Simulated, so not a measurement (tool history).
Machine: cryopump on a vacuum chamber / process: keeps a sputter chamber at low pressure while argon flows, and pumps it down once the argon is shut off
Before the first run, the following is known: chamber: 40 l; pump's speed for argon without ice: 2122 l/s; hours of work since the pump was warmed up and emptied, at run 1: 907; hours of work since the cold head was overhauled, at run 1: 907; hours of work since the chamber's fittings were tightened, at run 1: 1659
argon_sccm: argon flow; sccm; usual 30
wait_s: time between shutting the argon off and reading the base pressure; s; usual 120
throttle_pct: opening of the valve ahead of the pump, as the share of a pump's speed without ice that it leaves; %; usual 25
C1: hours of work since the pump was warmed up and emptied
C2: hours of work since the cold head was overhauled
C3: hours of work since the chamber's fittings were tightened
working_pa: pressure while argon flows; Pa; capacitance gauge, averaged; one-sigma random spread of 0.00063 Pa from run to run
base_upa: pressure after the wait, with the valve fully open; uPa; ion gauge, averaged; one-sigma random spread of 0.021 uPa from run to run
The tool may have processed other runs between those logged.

{"run": 1, "day": 0.0, "argon_sccm": 30, "wait_s": 120, "throttle_pct": 25, "C1": 907, "C2": 907, "C3": 1659, "working_pa": 0.1004, "base_upa": 0.95}
{"run": 2, "day": 2.65, "argon_sccm": 30, "wait_s": 120, "throttle_pct": 25, "C1": 932, "C2": 932, "C3": 1685, "working_pa": 0.1006, "base_upa": 0.97}
{"run": 3, "day": 4.296, "argon_sccm": 30, "wait_s": 120, "throttle_pct": 25, "C1": 948, "C2": 948, "C3": 1701, "working_pa": 0.1005, "base_upa": 0.96}
{"run": 4, "day": 7.175, "argon_sccm": 30, "wait_s": 120, "throttle_pct": 25, "C1": 976, "C2": 976, "C3": 1728, "working_pa": 0.1011, "base_upa": 0.96}
{"run": 5, "day": 8.546, "argon_sccm": 30, "wait_s": 120, "throttle_pct": 25, "C1": 989, "C2": 989, "C3": 1742, "working_pa": 0.1019, "base_upa": 0.95}
{"run": 6, "day": 11.442, "argon_sccm": 30, "wait_s": 120, "throttle_pct": 25, "C1": 1017, "C2": 1017, "C3": 1769, "working_pa": 0.1019, "base_upa": 0.98}
{"run": 7, "day": 13.367, "argon_sccm": 30, "wait_s": 120, "throttle_pct": 25, "C1": 1035, "C2": 1035, "C3": 1788, "working_pa": 0.1019, "base_upa": 1.01}
{"run": 8, "day": 14.833, "argon_sccm": 19, "wait_s": 260, "throttle_pct": 18, "C1": 1050, "C2": 1050, "C3": 1802, "working_pa": 0.0879, "base_upa": 0.91}
{"day": 17.238, "done": "pump warmed up, emptied and cooled again"}
{"run": 9, "day": 17.717, "argon_sccm": 19, "wait_s": 260, "throttle_pct": 18, "C1": 5, "C2": 1075, "C3": 1828, "working_pa": 0.0835, "base_upa": 0.78}
{"run": 10, "day": 20.433, "argon_sccm": 17, "wait_s": 162, "throttle_pct": 30, "C1": 31, "C2": 1101, "C3": 1854, "working_pa": 0.0453, "base_upa": 0.79}
{"run": 11, "day": 23.192, "argon_sccm": 17, "wait_s": 162, "throttle_pct": 30, "C1": 57, "C2": 1128, "C3": 1880, "working_pa": 0.0451, "base_upa": 0.81}
{"run": 12, "day": 24.825, "argon_sccm": 17, "wait_s": 162, "throttle_pct": 30, "C1": 73, "C2": 1144, "C3": 1896, "working_pa": 0.0462, "base_upa": 0.86}
{"run": 13, "day": 27.121, "argon_sccm": 52, "wait_s": 41, "throttle_pct": 24, "C1": 95, "C2": 1166, "C3": 1918, "working_pa": 0.1747, "base_upa": 1.25}

5 options for the next run, each taken on its own from the tool as it stands now. Forecast them:
{"run": "A", "day": 29.275, "argon_sccm": 32, "wait_s": 25, "throttle_pct": 24, "C1": 116, "C2": 1186, "C3": 1939, "working_pa": "?", "base_upa": "?"}
{"run": "B", "day": 29.275, "argon_sccm": 19, "wait_s": 219, "throttle_pct": 25, "C1": 116, "C2": 1186, "C3": 1939, "working_pa": "?", "base_upa": "?"}
{"run": "C", "day": 29.275, "argon_sccm": 38, "wait_s": 35, "throttle_pct": 42, "C1": 116, "C2": 1186, "C3": 1939, "working_pa": "?", "base_upa": "?"}
{"run": "D", "day": 29.275, "argon_sccm": 44, "wait_s": 98, "throttle_pct": 27, "C1": 116, "C2": 1186, "C3": 1939, "working_pa": "?", "base_upa": "?"}
{"run": "E", "day": 29.275, "argon_sccm": 52, "wait_s": 107, "throttle_pct": 24, "C1": 116, "C2": 1186, "C3": 1939, "working_pa": "?", "base_upa": "?"}

run=A working_pa=0.1056 base_upa=1.55
run=B working_pa=0.0608 base_upa=0.78
run=C working_pa=0.0722 base_upa=1.38
run=D working_pa=0.1304 base_upa=0.95
run=E working_pa=0.1724 base_upa=0.94
The same runs, with their run-to-run variation unchanged, on a tool lacking any hidden condition would have given:
run=A working_pa=0.1048 base_upa=0.99
run=B working_pa=0.0604 base_upa=0.20
run=C working_pa=0.0713 base_upa=0.81
run=D working_pa=0.1293 base_upa=0.38
run=E working_pa=0.1712 base_upa=0.36
